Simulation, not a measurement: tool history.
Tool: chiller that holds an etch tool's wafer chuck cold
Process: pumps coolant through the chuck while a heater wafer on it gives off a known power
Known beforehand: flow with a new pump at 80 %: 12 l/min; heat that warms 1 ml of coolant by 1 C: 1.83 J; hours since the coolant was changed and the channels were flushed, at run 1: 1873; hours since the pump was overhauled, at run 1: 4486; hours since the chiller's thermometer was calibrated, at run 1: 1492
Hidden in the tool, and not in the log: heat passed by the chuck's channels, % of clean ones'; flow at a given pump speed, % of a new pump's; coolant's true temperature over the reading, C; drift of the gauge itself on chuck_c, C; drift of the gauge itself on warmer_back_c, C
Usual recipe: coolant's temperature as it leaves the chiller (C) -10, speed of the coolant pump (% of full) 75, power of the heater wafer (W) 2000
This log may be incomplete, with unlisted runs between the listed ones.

run	day	coolant's temperature as it leaves the chiller (C)	speed of the coolant pump (% of full)	power of the heater wafer (W)	hours since the coolant was changed and the channels were flushed	hours since the pump was overhauled	hours since the chiller's thermometer was calibrated	chuck's temperature once it has settled (C)	how much warmer the coolant comes back (C)
1	0	-10	75	2000	1873	4486	1492	3	5.81
2	2.629	-10	75	2000	1936	4549	1555	2.9	5.83
3	6.821	-10	75	2000	2037	4649	1656	2.7	5.76
4	10.617	-10	75	2000	2128	4741	1747	2.7	5.79
5	13.121	-10	75	2000	2188	4801	1807	3	5.79
6	16.142	-10	75	2000	2260	4873	1880	2.9	5.79
7	19.446	-2	75	2000	2340	4952	1959	10.8	5.72
8	24.667	-2	75	1121	2465	5078	2084	5.4	3.24
9	29.158	-2	75	1121	2573	5186	2192	5.2	3.22
# day 32.975: coolant changed, channels flushed
10	33.15	-2	75	1121	4	5275	2282	5.3	3.22
11	37.962	-20	67	1121	120	5391	2397	-12.1	3.55
12	43.162	-10	76	2000	244	5516	2522	2.8	5.68
13	45.375	-10	76	2000	298	5569	2575	2.7	5.73

3 options for the next run, each taken on its own from the tool as it stands now. Forecast them:
A	49.9	-10	75	1622	406	5677	2684	?	?
B	49.9	-12	91	2000	406	5677	2684	?	?
C	49.9	-5	75	2300	406	5677	2684	?	?

run	chuck's temperature once it has settled (C)	how much warmer the coolant comes back (C)
A	0.4	4.67
B	-1.1	4.73
C	9.9	6.63
The same runs, with their run-to-run variation unchanged, on a tool lacking any hidden condition would have given:
run	chuck's temperature once it has settled (C)	how much warmer the coolant comes back (C)
A	0.4	4.74
B	-1.1	4.79
C	9.8	6.7
